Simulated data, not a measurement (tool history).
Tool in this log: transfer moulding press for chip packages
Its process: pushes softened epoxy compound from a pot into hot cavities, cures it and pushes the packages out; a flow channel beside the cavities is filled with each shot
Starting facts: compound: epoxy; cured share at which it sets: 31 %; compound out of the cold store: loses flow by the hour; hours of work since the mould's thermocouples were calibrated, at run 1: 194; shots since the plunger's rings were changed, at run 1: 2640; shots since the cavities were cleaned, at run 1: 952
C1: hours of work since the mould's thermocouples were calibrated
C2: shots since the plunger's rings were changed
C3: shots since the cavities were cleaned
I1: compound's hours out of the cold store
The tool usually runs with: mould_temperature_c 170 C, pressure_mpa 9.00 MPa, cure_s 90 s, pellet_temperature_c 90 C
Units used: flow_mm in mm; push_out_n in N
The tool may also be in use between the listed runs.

run 1 hour=0.0 | mould_temperature_c=170 pressure_mpa=9.00 cure_s=90 pellet_temperature_c=90 | C1=194 C2=2640 C3=952 | I1=20.2 | flow_mm=706 push_out_n=534
-- hour=4.2 cavities cleaned with cleaning compound and waxed
run 2 hour=28.2 | mould_temperature_c=170 pressure_mpa=9.00 cure_s=90 pellet_temperature_c=90 | C1=209 C2=2925 C3=256 | I1=39.3 | flow_mm=664 push_out_n=476
run 3 hour=55.2 | mould_temperature_c=175 pressure_mpa=9.00 cure_s=90 pellet_temperature_c=90 | C1=224 C2=3216 C3=547 | I1=35.4 | flow_mm=662 push_out_n=451
-- hour=60.3 plunger's sealing rings changed
run 4 hour=96.5 | mould_temperature_c=175 pressure_mpa=9.00 cure_s=90 pellet_temperature_c=90 | C1=247 C2=389 C3=962 | I1=32.4 | flow_mm=688 push_out_n=459
-- hour=101.9 cavities cleaned with cleaning compound and waxed
run 5 hour=134.3 | mould_temperature_c=175 pressure_mpa=9.00 cure_s=90 pellet_temperature_c=90 | C1=268 C2=778 C3=348 | I1=44.6 | flow_mm=659 push_out_n=417
run 6 hour=159.9 | mould_temperature_c=170 pressure_mpa=9.00 cure_s=90 pellet_temperature_c=80 | C1=282 C2=1052 C3=622 | I1=15.2 | flow_mm=733 push_out_n=520
-- hour=193.9 cavities cleaned with cleaning compound and waxed
run 7 hour=200.7 | mould_temperature_c=170 pressure_mpa=9.00 cure_s=90 pellet_temperature_c=90 | C1=305 C2=1474 C3=73 | I1=43.7 | flow_mm=668 push_out_n=390
-- hour=206.7 mould's thermocouples calibrated
run 8 hour=228.3 | mould_temperature_c=170 pressure_mpa=9.00 cure_s=90 pellet_temperature_c=86 | C1=12 C2=1748 C3=347 | I1=42.0 | flow_mm=667 push_out_n=479
run 9 hour=272.6 | mould_temperature_c=170 pressure_mpa=9.00 cure_s=96 pellet_temperature_c=90 | C1=38 C2=2223 C3=822 | I1=14.0 | flow_mm=730 push_out_n=494
-- hour=289.4 cavities cleaned with cleaning compound and waxed
run 10 hour=293.5 | mould_temperature_c=170 pressure_mpa=10.42 cure_s=71 pellet_temperature_c=99 | C1=49 C2=2431 C3=43 | I1=41.5 | flow_mm=719 push_out_n=578
-- hour=303.8 mould's thermocouples calibrated, once more
run 11 hour=340.0 | mould_temperature_c=170 pressure_mpa=10.42 cure_s=71 pellet_temperature_c=99 | C1=21 C2=2908 C3=520 | I1=36.4 | flow_mm=725 push_out_n=715
-- hour=373.7 plunger's sealing rings changed
-- hour=385.7 cavities cleaned with cleaning compound and waxed
run 12 hour=388.6 | mould_temperature_c=167 pressure_mpa=8.74 cure_s=101 pellet_temperature_c=99 | C1=46 C2=144 C3=31 | I1=8.5 | flow_mm=755 push_out_n=362
run 13 hour=427.7 | mould_temperature_c=175 pressure_mpa=9.00 cure_s=126 pellet_temperature_c=90 | C1=69 C2=563 C3=450 | I1=37.1 | flow_mm=680 push_out_n=416

Measured less the same run without the tool's hidden state. The same run-to-run variation is in both; the gauge's scatter may not be:
The tool's hidden condition here consists of: true mould temperature over the reading, C; pressure that reaches the compound, % of what is set; grip of the stained cavities, % over clean ones'; drift of the gauge itself on flow_mm, %; drift of the gauge itself on push_out_n, %.
run=1 flow_mm=-20 push_out_n=+188
run=2 flow_mm=-20 push_out_n=+119
run=3 flow_mm=-22 push_out_n=+142
run=4 flow_mm=-3 push_out_n=+162
run=5 flow_mm=-5 push_out_n=+115
run=6 flow_mm=-8 push_out_n=+172
run=7 flow_mm=-10 push_out_n=+53
run=8 flow_mm=-11 push_out_n=+141
run=9 flow_mm=-15 push_out_n=+178
run=10 flow_mm=-17 push_out_n=+75
run=11 flow_mm=-21 push_out_n=+228
run=12 flow_mm=-1 push_out_n=+28
run=13 flow_mm=-3 push_out_n=+124
